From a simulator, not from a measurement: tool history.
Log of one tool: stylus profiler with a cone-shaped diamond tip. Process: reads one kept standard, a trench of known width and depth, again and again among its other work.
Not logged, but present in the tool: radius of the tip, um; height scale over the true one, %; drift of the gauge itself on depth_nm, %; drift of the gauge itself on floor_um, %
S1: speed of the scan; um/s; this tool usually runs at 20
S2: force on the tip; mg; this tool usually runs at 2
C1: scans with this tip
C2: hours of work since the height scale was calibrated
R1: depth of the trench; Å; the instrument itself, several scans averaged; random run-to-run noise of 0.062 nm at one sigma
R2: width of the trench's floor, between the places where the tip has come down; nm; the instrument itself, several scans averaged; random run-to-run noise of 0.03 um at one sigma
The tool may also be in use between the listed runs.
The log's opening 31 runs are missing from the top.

| run | hour | S1 | S2 | C1 | C2 | R1 | R2 |
|---|---|---|---|---|---|---|---|
| 32 | 899.2 | 9 | 1.58 | 4143 | 56 | 1002.6 | 28440 |
| 33 | 923.2 | 15 | 2 | 4290 | 69 | 1004 | 28360 |
| 34 | 963.5 | 15 | 2 | 4537 | 90 | 1002.7 | 28380 |
| 35 | 997.4 | 42 | 0.79 | 4744 | 109 | 1001 | 28100 |
|  | 1020.5 | height scale calibrated on a step standard, once more |
| 36 | 1034.6 | 78 | 1.36 | 4969 | 8 | 1003.3 | 28040 |
| 37 | 1070.6 | 78 | 1.36 | 5189 | 27 | 1003.8 | 28040 |
| 38 | 1107.1 | 7 | 0.73 | 5413 | 47 | 1001.9 | 28300 |
| 39 | 1134.1 | 7 | 0.73 | 5579 | 61 | 1002 | 28300 |
| 40 | 1158 | 6 | 2.99 | 5725 | 74 | 1006.7 | 28280 |
| 41 | 1195.6 | 6 | 2.99 | 5956 | 95 | 1005.6 | 28290 |
| 42 | 1234.1 | 61 | 5.36 | 6191 | 115 | 1008.7 | 28160 |
| 43 | 1271.5 | 32 | 4.93 | 6420 | 136 | 1007.6 | 28180 |
| 44 | 1303.3 | 7 | 2.47 | 6615 | 153 | 1004.6 | 28240 |
| 45 | 1338.4 | 7 | 2.47 | 6830 | 172 | 1003.7 | 28300 |
| 46 | 1357.6 | 7 | 2.47 | 6947 | 182 | 1005.2 | 28210 |

Consider 3 possible next runs. They are alternatives, not a sequence: every one starts from the tool as it was left by run 46. What does each give?
| A | 1380 | 20 | 4.36 | 7085 | 194 | ? | ? |
| B | 1380 | 35 | 5 | 7085 | 194 | ? | ? |
| C | 1380 | 7 | 1.02 | 7085 | 194 | ? | ? |

| run | R1 | R2 |
|---|---|---|
| A | 1007.6 | 28150 |
| B | 1007.2 | 28240 |
| C | 1001.7 | 28200 |
Stripped of hidden state, with their random variation kept, the same runs would have yielded:
| run | R1 | R2 |
|---|---|---|
| A | 1008.6 | 28640 |
| B | 1008.1 | 28720 |
| C | 1002.6 | 28680 |

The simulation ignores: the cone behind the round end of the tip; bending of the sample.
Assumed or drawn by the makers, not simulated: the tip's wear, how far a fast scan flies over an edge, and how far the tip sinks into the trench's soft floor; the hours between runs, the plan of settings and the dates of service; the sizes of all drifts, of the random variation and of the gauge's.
